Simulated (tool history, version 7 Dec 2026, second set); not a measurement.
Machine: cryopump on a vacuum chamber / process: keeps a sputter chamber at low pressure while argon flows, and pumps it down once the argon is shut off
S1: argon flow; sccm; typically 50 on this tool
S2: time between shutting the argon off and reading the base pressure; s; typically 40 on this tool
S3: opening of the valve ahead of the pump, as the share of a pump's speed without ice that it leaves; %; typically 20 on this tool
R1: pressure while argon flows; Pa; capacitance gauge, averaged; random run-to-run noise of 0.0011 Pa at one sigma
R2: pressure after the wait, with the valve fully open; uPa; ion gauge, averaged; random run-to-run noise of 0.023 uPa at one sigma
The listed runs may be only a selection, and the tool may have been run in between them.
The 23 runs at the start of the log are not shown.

run 24 hour=366.7 | S1=25 S2=46 S3=19 | R1=0.1254 R2=1.64
run 25 hour=382.7 | S1=30 S2=40 S3=42 | R1=0.0710 R2=1.77
run 26 hour=406.4 | S1=27 S2=211 S3=47 | R1=0.0571 R2=1.30
run 27 hour=419.5 | S1=43 S2=131 S3=36 | R1=0.1161 R2=1.40
run 28 hour=434.6 | S1=43 S2=131 S3=36 | R1=0.1175 R2=1.40
run 29 hour=451.5 | S1=46 S2=40 S3=20 | R1=0.2213 R2=1.91
run 30 hour=469.8 | S1=36 S2=68 S3=24 | R1=0.1446 R2=1.60
run 31 hour=488.1 | S1=36 S2=68 S3=24 | R1=0.1440 R2=1.77
run 32 hour=509.2 | S1=36 S2=68 S3=24 | R1=0.1441 R2=1.75
run 33 hour=520.3 | S1=50 S2=29 S3=40 | R1=0.1245 R2=2.30
run 34 hour=542.6 | S1=50 S2=29 S3=40 | R1=0.1240 R2=2.29

Forecast each of these 3 alternatives for the next run:
run A hour=564.6 | S1=43 S2=40 S3=20 | R1=? R2=?
run B hour=564.6 | S1=56 S2=26 S3=31 | R1=? R2=?
run C hour=564.6 | S1=51 S2=140 S3=20 | R1=? R2=?

run=A R1=0.2079 R2=2.06
run=B R1=0.1794 R2=2.44
run=C R1=0.2454 R2=1.66
The same runs, with their run-to-run variation unchanged, on a tool lacking any hidden condition would have given:
run=A R1=0.2005 R2=0.77
run=B R1=0.1696 R2=1.13
run=C R1=0.2366 R2=0.33

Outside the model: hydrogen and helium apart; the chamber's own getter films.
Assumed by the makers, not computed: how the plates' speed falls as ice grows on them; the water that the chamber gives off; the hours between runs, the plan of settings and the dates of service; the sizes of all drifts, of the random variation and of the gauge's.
